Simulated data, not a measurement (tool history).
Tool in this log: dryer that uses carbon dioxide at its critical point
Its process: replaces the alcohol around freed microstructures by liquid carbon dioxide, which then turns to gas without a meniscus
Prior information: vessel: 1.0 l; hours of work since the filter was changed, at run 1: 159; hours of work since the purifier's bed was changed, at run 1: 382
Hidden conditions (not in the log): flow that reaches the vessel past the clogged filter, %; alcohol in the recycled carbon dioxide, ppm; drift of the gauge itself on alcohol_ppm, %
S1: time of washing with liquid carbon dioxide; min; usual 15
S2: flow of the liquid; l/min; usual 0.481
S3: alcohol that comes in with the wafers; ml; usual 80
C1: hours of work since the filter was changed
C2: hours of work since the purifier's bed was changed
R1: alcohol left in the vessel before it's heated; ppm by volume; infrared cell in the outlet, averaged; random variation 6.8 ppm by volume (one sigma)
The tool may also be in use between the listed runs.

run   hour  S1     S2  S3   C1   C2    R1
  1      0  15  0.481  80  159  382   461
  2   14.1  15  0.481  80  165  387   454
  3   39.1  15  0.481  80  175  397   465
  4   53.6  15  0.481  80  181  403   467
  5   68.7  22  0.481  80  187  409    83
  6     81  22  0.481  80  192  414    84
  7  102.3  22  0.481  80  200  423    73
  8  123.1  22  0.481  80  209  431    88
  9  137.6  22  0.481  74  214  437    87
 10  150.3  22  0.481  74  219  442    88
 11  175.9  22  0.481  52  230  452    85
 12  195.2  15   0.56  80  237  460   264
 13  211.4  19  0.481  80  244  466   169
 14    232  15  0.481  23  252  475   185
 15  246.2  15  0.481  24  258  480   192
 16    267  15  0.481  24  266  489   200
 17  288.2  15  0.481  24  275  497   199
 18  301.1  15   0.31  24  280  502   934
 19  315.5  15   0.31  24  286  508   945
 20    341  15   0.31  24  296  518   930
 21  365.9  15  0.481  80  306  528   561
 22  387.9  15  0.481  80  314  537   585
       396  -- inlet filter changed
 23  413.3  15  0.481  80    7  547   363
 24  424.7  12  0.573  80   11  551   482
 25  447.6  12  0.305  80   21  560  4668
 26  472.8  12  0.305  80   31  571  4711
 27  487.4  12  0.305  51   37  576  3095
 28  500.8  17  0.481  74   42  582   191
 29  520.1  15  0.481  74   50  589   368
 30  539.2  15  0.481  74   57  597   363
 31  563.2  15  0.481  74   67  607   375
 32  577.7  15  0.729  80   73  613    83
 33  594.3  16  0.481  50   79  619   214
 34  604.6  16  0.343  32   83  623   540
 35  626.1  17  0.732  45   92  632    72
 36  643.2  10  0.481  80   99  639  2230
 37  667.7  10  0.481  80  109  649  2290
 38  680.7  22  0.356  68  114  654   240
 39  700.4   9  0.481  37  122  662  1539
 40  722.8   9  0.481  37  131  671  1548
 41  741.7  11  0.467  62  138  678  1452
 42  762.7  11  0.467  62  147  687  1471
 43  786.2  19  0.422  77  156  696   275
 44  804.9  19  0.422  77  164  703   273
 45  830.5  19  0.422  77  174  714   280
 46  851.9  19  0.422  77  182  722   293

Some steps in R1 between neighbouring runs. How much of each would the tool show without its hidden state too (settings, what came in, random variation), and how much is left for the hidden state, with any gauge scatter that isn't in both results?
Run 22 -> 23: inlet filter changed. R1 -222 ppm by volume: hidden state -222, all else +0.
Run 24 -> 25: S2 0.573 -> 0.305. R1 +4186 ppm by volume: hidden state +78, all else +4108.
Run 27 -> 28: S1 12 -> 17, S2 0.305 -> 0.481, S3 51 -> 74. R1 -2904 ppm by volume: hidden state -91, all else -2813.
Run 35 -> 36: S1 17 -> 10, S2 0.732 -> 0.481, S3 45 -> 80. R1 +2158 ppm by volume: hidden state +230, all else +1928.
Run 37 -> 38: S1 10 -> 22, S2 0.481 -> 0.356, S3 80 -> 68. R1 -2050 ppm by volume: hidden state -225, all else -1825.

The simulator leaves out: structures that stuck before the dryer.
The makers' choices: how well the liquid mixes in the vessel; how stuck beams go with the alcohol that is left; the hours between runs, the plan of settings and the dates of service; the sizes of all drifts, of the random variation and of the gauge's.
